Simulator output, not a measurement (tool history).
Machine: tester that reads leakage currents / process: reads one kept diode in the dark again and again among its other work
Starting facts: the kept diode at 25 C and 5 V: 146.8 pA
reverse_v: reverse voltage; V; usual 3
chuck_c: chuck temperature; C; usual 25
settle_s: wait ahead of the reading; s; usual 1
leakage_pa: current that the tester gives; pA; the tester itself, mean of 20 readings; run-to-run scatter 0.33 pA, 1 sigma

{"run": 1, "day": 0.0, "reverse_v": 3, "chuck_c": 25, "settle_s": 1, "leakage_pa": 127.45}
{"run": 2, "day": 1.638, "reverse_v": 3, "chuck_c": 25, "settle_s": 1, "leakage_pa": 127.79}
{"run": 3, "day": 3.35, "reverse_v": 3, "chuck_c": 25, "settle_s": 1, "leakage_pa": 128.03}
{"run": 4, "day": 5.062, "reverse_v": 3, "chuck_c": 25, "settle_s": 1, "leakage_pa": 128.11}
{"run": 5, "day": 6.067, "reverse_v": 13.84, "chuck_c": 25, "settle_s": 1, "leakage_pa": 317.12}
{"run": 6, "day": 7.192, "reverse_v": 13.84, "chuck_c": 25, "settle_s": 1, "leakage_pa": 317.5}
{"run": 7, "day": 8.167, "reverse_v": 13.84, "chuck_c": 25, "settle_s": 1, "leakage_pa": 316.01}
{"run": 8, "day": 9.804, "reverse_v": 3, "chuck_c": 25, "settle_s": 4.93, "leakage_pa": 128.26}
{"run": 9, "day": 11.208, "reverse_v": 3, "chuck_c": 25, "settle_s": 1, "leakage_pa": 128.71}
{"day": 12.754, "done": "chuck's temperature calibrated"}
{"run": 10, "day": 12.988, "reverse_v": 3, "chuck_c": 25, "settle_s": 1, "leakage_pa": 109.26}
{"run": 11, "day": 14.542, "reverse_v": 3, "chuck_c": 25, "settle_s": 1, "leakage_pa": 109.62}
{"run": 12, "day": 16.312, "reverse_v": 3, "chuck_c": 25, "settle_s": 1, "leakage_pa": 109.8}
{"run": 13, "day": 17.683, "reverse_v": 3, "chuck_c": 25, "settle_s": 2.28, "leakage_pa": 109.73}
{"run": 14, "day": 19.417, "reverse_v": 3, "chuck_c": 25, "settle_s": 3.25, "leakage_pa": 110.06}
{"run": 15, "day": 21.175, "reverse_v": 3, "chuck_c": 25, "settle_s": 3.25, "leakage_pa": 110.65}
{"run": 16, "day": 22.658, "reverse_v": 3, "chuck_c": 25, "settle_s": 3.25, "leakage_pa": 109.98}
{"run": 17, "day": 23.546, "reverse_v": 3, "chuck_c": 25, "settle_s": 3.25, "leakage_pa": 110.44}
{"run": 18, "day": 24.917, "reverse_v": 1.44, "chuck_c": 47, "settle_s": 2.99, "leakage_pa": 402.63}
{"run": 19, "day": 25.729, "reverse_v": 1.58, "chuck_c": 47, "settle_s": 4.66, "leakage_pa": 428.04}
{"run": 20, "day": 27.088, "reverse_v": 3, "chuck_c": 25, "settle_s": 1.59, "leakage_pa": 111.48}
{"run": 21, "day": 28.767, "reverse_v": 3, "chuck_c": 25, "settle_s": 1.59, "leakage_pa": 111.98}
{"run": 22, "day": 29.5, "reverse_v": 1.58, "chuck_c": 30, "settle_s": 0.42, "leakage_pa": 116.99}
{"day": 29.692, "done": "tester calibrated"}
{"run": 23, "day": 30.342, "reverse_v": 1.58, "chuck_c": 30, "settle_s": 0.42, "leakage_pa": 117.04}
{"run": 24, "day": 31.208, "reverse_v": 1.58, "chuck_c": 30, "settle_s": 0.42, "leakage_pa": 117.16}
{"run": 25, "day": 32.967, "reverse_v": 1.58, "chuck_c": 30, "settle_s": 0.42, "leakage_pa": 117.98}
{"day": 33.725, "done": "tester calibrated, once more"}
{"run": 26, "day": 34.733, "reverse_v": 1.58, "chuck_c": 30, "settle_s": 0.42, "leakage_pa": 117.89}
{"run": 27, "day": 36.279, "reverse_v": 11.1, "chuck_c": 57, "settle_s": 1, "leakage_pa": 2737.01}
{"run": 28, "day": 37.558, "reverse_v": 11.1, "chuck_c": 57, "settle_s": 1, "leakage_pa": 2730.89}
{"run": 29, "day": 38.488, "reverse_v": 11.1, "chuck_c": 57, "settle_s": 1.6, "leakage_pa": 2728.55}
{"run": 30, "day": 39.679, "reverse_v": 18.32, "chuck_c": 43, "settle_s": 0.47, "leakage_pa": 1359.15}
{"run": 31, "day": 41.333, "reverse_v": 6.55, "chuck_c": 27, "settle_s": 1.18, "leakage_pa": 212.41}
{"run": 32, "day": 42.808, "reverse_v": 6.55, "chuck_c": 27, "settle_s": 1.18, "leakage_pa": 213.34}
{"run": 33, "day": 44.025, "reverse_v": 3, "chuck_c": 23, "settle_s": 2.76, "leakage_pa": 96.5}

Results per run with the tool's hidden condition removed, run-to-run variation unchanged:
The hidden state here: stray current of the dirty probe card, pA a volt; current scale over the true one, %; true chuck temperature over the reading, C; drift of the gauge itself on leakage_pa, %.
run=1 leakage_pa=110.41
run=2 leakage_pa=110.44
run=3 leakage_pa=110.34
run=4 leakage_pa=110.12
run=5 leakage_pa=272.05
run=6 leakage_pa=271.87
run=7 leakage_pa=270.15
run=8 leakage_pa=109.32
run=9 leakage_pa=109.57
run=10 leakage_pa=109.99
run=11 leakage_pa=110.07
run=12 leakage_pa=109.94
run=13 leakage_pa=109.63
run=14 leakage_pa=109.66
run=15 leakage_pa=109.94
run=16 leakage_pa=108.99
run=17 leakage_pa=109.29
run=18 leakage_pa=400.19
run=19 leakage_pa=425.07
run=20 leakage_pa=109.74
run=21 leakage_pa=109.94
run=22 leakage_pa=115.21
run=23 leakage_pa=115
run=24 leakage_pa=114.98
run=25 leakage_pa=115.5
run=26 leakage_pa=115.71
run=27 leakage_pa=2695.77
run=28 leakage_pa=2685.75
run=29 leakage_pa=2680.29
run=30 leakage_pa=1326.52
run=31 leakage_pa=204.91
run=32 leakage_pa=205.35
run=33 leakage_pa=92.61
